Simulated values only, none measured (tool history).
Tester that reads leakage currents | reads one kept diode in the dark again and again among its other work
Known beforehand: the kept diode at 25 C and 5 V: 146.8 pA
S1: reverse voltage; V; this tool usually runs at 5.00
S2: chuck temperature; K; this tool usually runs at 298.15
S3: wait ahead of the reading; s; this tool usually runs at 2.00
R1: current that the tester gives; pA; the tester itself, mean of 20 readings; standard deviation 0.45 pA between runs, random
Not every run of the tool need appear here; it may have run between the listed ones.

run	hour	S1	S2	S3	R1
1	0.0	5.00	298.15	2.00	164.00
2	87.9	5.00	298.15	2.00	164.65
3	180.0	5.00	298.15	2.00	165.75
4	309.5	5.00	298.15	3.06	165.65
5	417.3	19.18	298.15	2.00	312.34
# hour 461.0: probe card cleaned and baked
6	528.7	5.00	298.15	2.00	153.25
7	601.2	5.00	298.15	9.19	154.51
8	697.5	5.00	298.15	2.00	155.12
9	790.9	5.00	303.15	2.00	247.08
10	901.5	5.00	325.15	2.00	1596.38
11	984.8	5.00	325.15	2.00	1599.13
# hour 1073.0: chuck's temperature calibrated
12	1092.9	7.95	320.15	3.68	1226.19
13	1152.6	12.94	297.15	3.74	200.76
14	1245.7	5.86	310.15	2.00	468.02
15	1328.3	1.73	312.15	1.03	350.98
16	1460.8	1.73	312.15	1.03	350.99
17	1578.1	1.73	312.15	1.03	353.99
18	1638.5	4.00	295.15	0.88	107.77

Selected run-to-run steps in R1, each split into two signed amounts: the part the tool would show with no hidden state at all (from settings, incoming material and random variation), and the remainder, which goes to the hidden state together with any gauge scatter not common to the measured and the hidden-state-free results:
Hidden conditions of the tool in this case: stray current of the dirty probe card, pA a volt; current scale over the true one, %; true chuck temperature over the reading, C; drift of the gauge itself on leakage_pa, %.
Run 9 -> 10: S2 303.15 -> 325.15. R1 +1349.30 pA: hidden state +55.22, all else +1294.08.
Run 11 -> 12: S1 5.00 -> 7.95, S2 325.15 -> 320.15, S3 2.00 -> 3.68, chuck's temperature calibrated. R1 -372.94 pA: hidden state -68.72, all else -304.22.
